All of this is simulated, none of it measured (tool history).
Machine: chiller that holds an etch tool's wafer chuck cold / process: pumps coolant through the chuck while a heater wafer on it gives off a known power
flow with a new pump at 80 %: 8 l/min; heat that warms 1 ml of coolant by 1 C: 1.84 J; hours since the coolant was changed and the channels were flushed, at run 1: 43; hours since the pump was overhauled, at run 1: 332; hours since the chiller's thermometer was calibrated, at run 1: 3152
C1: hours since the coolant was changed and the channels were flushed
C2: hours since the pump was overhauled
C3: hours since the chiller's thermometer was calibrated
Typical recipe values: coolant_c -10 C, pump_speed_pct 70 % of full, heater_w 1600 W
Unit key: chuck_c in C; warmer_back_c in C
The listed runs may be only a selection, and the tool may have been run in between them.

Run 1, hour 0: usual settings; C1 43; C2 332; C3 3152. Result: chuck_c 2.7 C, warmer_back_c 7.75 C.
Run 2, hour 26.4: usual settings but coolant_c -12 C; C1 70; C2 359; C3 3178. Result: chuck_c 0.7 C, warmer_back_c 7.65 C.
Run 3, hour 49: usual settings but heater_w 1439 W; C1 92; C2 381; C3 3201. Result: chuck_c 1.2 C, warmer_back_c 6.97 C.
Run 4, hour 69.9: usual settings but heater_w 1439 W; C1 113; C2 402; C3 3222. Result: chuck_c 1.5 C, warmer_back_c 6.9 C.
Run 5, hour 104.4: usual settings but heater_w 1439 W; C1 148; C2 437; C3 3256. Result: chuck_c 1.2 C, warmer_back_c 6.89 C.
Run 6, hour 128.9: usual settings but pump_speed_pct 93 % of full, heater_w 1439 W; C1 172; C2 461; C3 3281. Result: chuck_c -1 C, warmer_back_c 4.95 C.
Run 7, hour 155.8: usual settings but pump_speed_pct 93 % of full, heater_w 1439 W; C1 199; C2 488; C3 3308. Result: chuck_c -0.9 C, warmer_back_c 5 C.
Run 8, hour 188: usual settings but pump_speed_pct 83 % of full; C1 231; C2 520; C3 3340. Result: chuck_c 1.1 C, warmer_back_c 6.39 C.
Run 9, hour 225.7: usual settings but coolant_c -9 C, pump_speed_pct 75 % of full, heater_w 1104 W; C1 269; C2 558; C3 3378. Result: chuck_c -0.8 C, warmer_back_c 4.95 C.
Run 10, hour 251.6: usual settings but coolant_c -11 C, pump_speed_pct 66 % of full, heater_w 1147 W; C1 295; C2 584; C3 3404. Result: chuck_c -1.5 C, warmer_back_c 5.94 C.
Run 11, hour 276.5: usual settings but coolant_c -12 C, pump_speed_pct 66 % of full, heater_w 1147 W; C1 320; C2 609; C3 3429. Result: chuck_c -2.5 C, warmer_back_c 5.93 C.
Run 12, hour 307.2: usual settings but heater_w 1293 W; C1 350; C2 639; C3 3459. Result: chuck_c 0.3 C, warmer_back_c 6.25 C.
Run 13, hour 333.5: usual settings but heater_w 1293 W; C1 377; C2 666; C3 3486. Result: chuck_c 0.2 C, warmer_back_c 6.36 C.
Run 14, hour 356.1: usual settings but heater_w 1293 W; C1 399; C2 688; C3 3508. Result: chuck_c 0.2 C, warmer_back_c 6.26 C.
Run 15, hour 395.6: usual settings but coolant_c -9 C, pump_speed_pct 89 % of full, heater_w 836 W; C1 439; C2 728; C3 3548. Result: chuck_c -3.4 C, warmer_back_c 3.11 C.

Branching from run 15: 5 alternative next runs. What would each branch give?
Run A, hour 420.5: usual settings but coolant_c -5 C, pump_speed_pct 78 % of full, heater_w 1387 W; C1 464; C2 753; C3 3573. Result: chuck_c ?, warmer_back_c ?.
Run B, hour 420.5: usual settings but coolant_c -9 C, pump_speed_pct 81 % of full, heater_w 847 W; C1 464; C2 753; C3 3573. Result: chuck_c ?, warmer_back_c ?.
Run C, hour 420.5: usual settings but coolant_c -9 C, pump_speed_pct 87 % of full, heater_w 2230 W; C1 464; C2 753; C3 3573. Result: chuck_c ?, warmer_back_c ?.
Run D, hour 420.5: usual settings but coolant_c -15 C, pump_speed_pct 78 % of full, heater_w 1468 W; C1 464; C2 753; C3 3573. Result: chuck_c ?, warmer_back_c ?.
Run E, hour 420.5: usual settings but coolant_c -9 C; C1 464; C2 753; C3 3573. Result: chuck_c ?, warmer_back_c ?.

run  chuck_c  warmer_back_c
  A      5.3           5.98
  B     -3.2           3.49
  C      6.4            8.5
  D     -4.2           6.36
  E        4           7.74
The same runs, with their run-to-run variation unchanged, on a tool lacking any hidden condition would have given:
run  chuck_c  warmer_back_c
  A      5.2           5.82
  B     -3.1           3.39
  C      6.2           8.28
  D     -4.3           6.19
  E      3.8           7.53
